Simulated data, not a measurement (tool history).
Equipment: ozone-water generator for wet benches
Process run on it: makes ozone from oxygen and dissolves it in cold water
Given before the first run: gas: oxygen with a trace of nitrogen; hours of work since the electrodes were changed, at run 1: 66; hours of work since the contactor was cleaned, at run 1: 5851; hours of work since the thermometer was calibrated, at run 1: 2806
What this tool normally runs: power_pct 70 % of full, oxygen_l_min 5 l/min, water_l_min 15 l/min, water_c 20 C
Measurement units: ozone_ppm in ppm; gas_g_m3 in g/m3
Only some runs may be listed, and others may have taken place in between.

run	hour	power_pct	oxygen_l_min	water_l_min	water_c	hours of work since the electrodes were changed	hours of work since the contactor was cleaned	hours of work since the thermometer was calibrated	ozone_ppm	gas_g_m3
1	0	70	5	15	20	66	5851	2806	19.1	159.1
2	189.4	70	5	15	20	251	6036	2991	19	158.6
3	289.9	70	5	15	20	349	6135	3089	18.9	157.2
4	421.3	70	5	15	20	477	6263	3218	19	156.9
5	637.3	70	5	15	20	688	6474	3429	18.8	156.9
6	759.1	70	4.82	15	20	807	6593	3548	18.6	160.1
7	913.7	70	5	15	18	958	6744	3699	19.1	155.7
8	1121.5	46	8.02	17	20	1161	6947	3902	12.1	91
# hour 1135.5: contactor cleaned
9	1295.7	46	8.02	17	20	1328	157	4068	12.1	92.1
10	1470.9	46	4.3	13	20	1499	328	4239	14.6	122.3
11	1682	57	4.3	13	20	1705	534	4446	17	140.7

Some steps in ozone_ppm between neighbouring runs. How much of each would the tool show without its hidden state too (settings, what came in, random variation), and how much is left for the hidden state, with any gauge scatter that isn't in both results?
Hidden state present: yield of the discharge, % of new electrodes'; contactor's efficiency, % of a clean one's; true water temperature over the reading, C; drift of the gauge itself on ozone_ppm, %; drift of the gauge itself on gas_g_m3, %.
Run 7 -> 8: power_pct 70 -> 46, oxygen_l_min 5 -> 8.02, water_l_min 15 -> 17, water_c 18 -> 20. ozone_ppm -7 ppm: hidden state +0.3, all else -7.3.
Run 10 -> 11: power_pct 46 -> 57. ozone_ppm +2.4 ppm: hidden state -0.5, all else +2.9.
